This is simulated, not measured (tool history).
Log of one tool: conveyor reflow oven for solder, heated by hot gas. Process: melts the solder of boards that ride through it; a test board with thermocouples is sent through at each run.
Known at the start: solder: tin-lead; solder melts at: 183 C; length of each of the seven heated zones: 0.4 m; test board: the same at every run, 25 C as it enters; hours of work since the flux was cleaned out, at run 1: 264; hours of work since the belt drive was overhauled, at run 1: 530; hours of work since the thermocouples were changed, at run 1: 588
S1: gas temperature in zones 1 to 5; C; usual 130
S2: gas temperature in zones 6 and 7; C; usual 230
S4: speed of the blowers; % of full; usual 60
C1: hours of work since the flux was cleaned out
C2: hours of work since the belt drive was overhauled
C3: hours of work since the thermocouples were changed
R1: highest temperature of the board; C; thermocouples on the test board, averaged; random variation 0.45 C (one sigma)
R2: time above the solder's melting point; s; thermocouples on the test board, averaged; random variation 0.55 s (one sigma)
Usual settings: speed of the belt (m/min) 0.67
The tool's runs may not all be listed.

Run 1, hour 0: usual settings; C1 264; C2 530; C3 588. Result: R1 200.2 C, R2 32.7 s.
Run 2, hour 24.8: usual settings; C1 275; C2 540; C3 599. Result: R1 199.8 C, R2 31.6 s.
Run 3, hour 40.2: usual settings; C1 281; C2 547; C3 605. Result: R1 199.5 C, R2 31.3 s.
Run 4, hour 61.3: usual settings; C1 290; C2 556; C3 614. Result: R1 199.5 C, R2 31 s.
Run 5, hour 93.5: usual settings; C1 304; C2 570; C3 628. Result: R1 198.7 C, R2 30.3 s.
Run 6, hour 110.2: usual settings but S4 82 % of full; C1 311; C2 577; C3 635. Result: R1 205.9 C, R2 41.1 s.
Run 7, hour 133.1: usual settings; C1 321; C2 587; C3 645. Result: R1 199.6 C, R2 31.6 s.
Run 8, hour 149.1: usual settings; C1 328; C2 594; C3 652. Result: R1 198.1 C, R2 31.2 s.
Run 9, hour 170.8: usual settings; C1 337; C2 603; C3 661. Result: R1 198.4 C, R2 31.1 s.
Run 10, hour 191.8: usual settings; C1 346; C2 612; C3 670. Result: R1 198.8 C, R2 30 s.
Run 11, hour 211.6: usual settings; C1 355; C2 620; C3 679. Result: R1 199.2 C, R2 29.6 s.
Run 12, hour 229.2: usual settings but S4 82 % of full; C1 362; C2 628; C3 686. Result: R1 203.7 C, R2 39.5 s.
Run 13, hour 259.4: usual settings; C1 375; C2 641; C3 699. Result: R1 197.9 C, R2 29.2 s.
Run 14, hour 286.7: usual settings; C1 387; C2 652; C3 711. Result: R1 197.8 C, R2 30.2 s.
Run 15, hour 310.3: usual settings; C1 397; C2 663; C3 721. Result: R1 197.3 C, R2 29 s.
Run 16, hour 330.2: usual settings but S1 127 C, S2 227 C, speed of the belt (m/min) 0.78, S4 79 % of full; C1 406; C2 671; C3 729. Result: R1 194.1 C, R2 19.6 s.
Run 17, hour 351.9: usual settings but S1 125 C, S2 229 C, speed of the belt (m/min) 0.541, S4 66 % of full; C1 415; C2 680; C3 739. Result: R1 205.4 C, R2 49.1 s.
Run 18, hour 382.9: usual settings but S1 122 C, S2 219 C, speed of the belt (m/min) 0.548; C1 428; C2 694; C3 752. Result: R1 195.3 C, R2 30.5 s.
At hour 410.4: flux residue cleaned out of gas plates and filters.
Run 19, hour 410.4: usual settings but S1 122 C, S2 219 C, speed of the belt (m/min) 0.548; C1 0; C2 703; C3 762. Result: R1 199.6 C, R2 39 s.
Run 20, hour 435.9: usual settings but S1 122 C, S2 238 C, speed of the belt (m/min) 0.666; C1 11; C2 714; C3 772. Result: R1 206.9 C, R2 39.8 s.
Run 21, hour 458.8: usual settings but S1 138 C, S2 238 C, speed of the belt (m/min) 0.54, S4 63 % of full; C1 21; C2 724; C3 782. Result: R1 219.4 C, R2 70.2 s.
Run 22, hour 483.5: usual settings but S2 234 C, S4 58 % of full; C1 31; C2 735; C3 793. Result: R1 204 C, R2 38.4 s.
Run 23, hour 498.2: usual settings but S1 125 C, S4 75 % of full; C1 38; C2 741; C3 799. Result: R1 206.3 C, R2 40.3 s.
Run 24, hour 511.9: usual settings but S1 129 C, speed of the belt (m/min) 0.653, S4 90 % of full; C1 43; C2 747; C3 805. Result: R1 211.3 C, R2 49.6 s.
Run 25, hour 536.5: usual settings but S1 129 C, speed of the belt (m/min) 0.653, S4 61 % of full; C1 54; C2 757; C3 816. Result: R1 203.9 C, R2 37.5 s.
Run 26, hour 565: usual settings but S1 129 C, S2 233 C; C1 66; C2 769; C3 828. Result: R1 204 C, R2 37 s.
Run 27, hour 590.6: usual settings but S1 129 C, S2 233 C; C1 77; C2 780; C3 839. Result: R1 204.2 C, R2 37.2 s.
Run 28, hour 623.2: usual settings but S1 120 C, S2 223 C, speed of the belt (m/min) 0.705, S4 55 % of full; C1 91; C2 794; C3 853. Result: R1 188.7 C, R2 12.3 s.
Run 29, hour 647.3: usual settings but S4 80 % of full; C1 101; C2 805; C3 863. Result: R1 207.3 C, R2 43.3 s.
Run 30, hour 665: usual settings but S4 53 % of full; C1 109; C2 812; C3 871. Result: R1 198.1 C, R2 29.5 s.

Forecast each of these 3 alternatives for the next run:
Run A, hour 686.1: usual settings but speed of the belt (m/min) 0.735, S4 53 % of full; C1 118; C2 821; C3 880. Result: R1 ?, R2 ?.
Run B, hour 686.1: usual settings but S1 125 C, speed of the belt (m/min) 0.796; C1 118; C2 821; C3 880. Result: R1 ?, R2 ?.
Run C, hour 686.1: usual settings but S1 136 C, S2 222 C, S4 61 % of full; C1 118; C2 821; C3 880. Result: R1 ?, R2 ?.

run     R1    R2
  A  194.9  21.7
  B  192.2  17.1
  C  196.1  29.5
Without the tool's hidden state the same runs would have given:
run     R1    R2
  A  197.5  25.1
  B  195.1  20.7
  C  198.9  33.1

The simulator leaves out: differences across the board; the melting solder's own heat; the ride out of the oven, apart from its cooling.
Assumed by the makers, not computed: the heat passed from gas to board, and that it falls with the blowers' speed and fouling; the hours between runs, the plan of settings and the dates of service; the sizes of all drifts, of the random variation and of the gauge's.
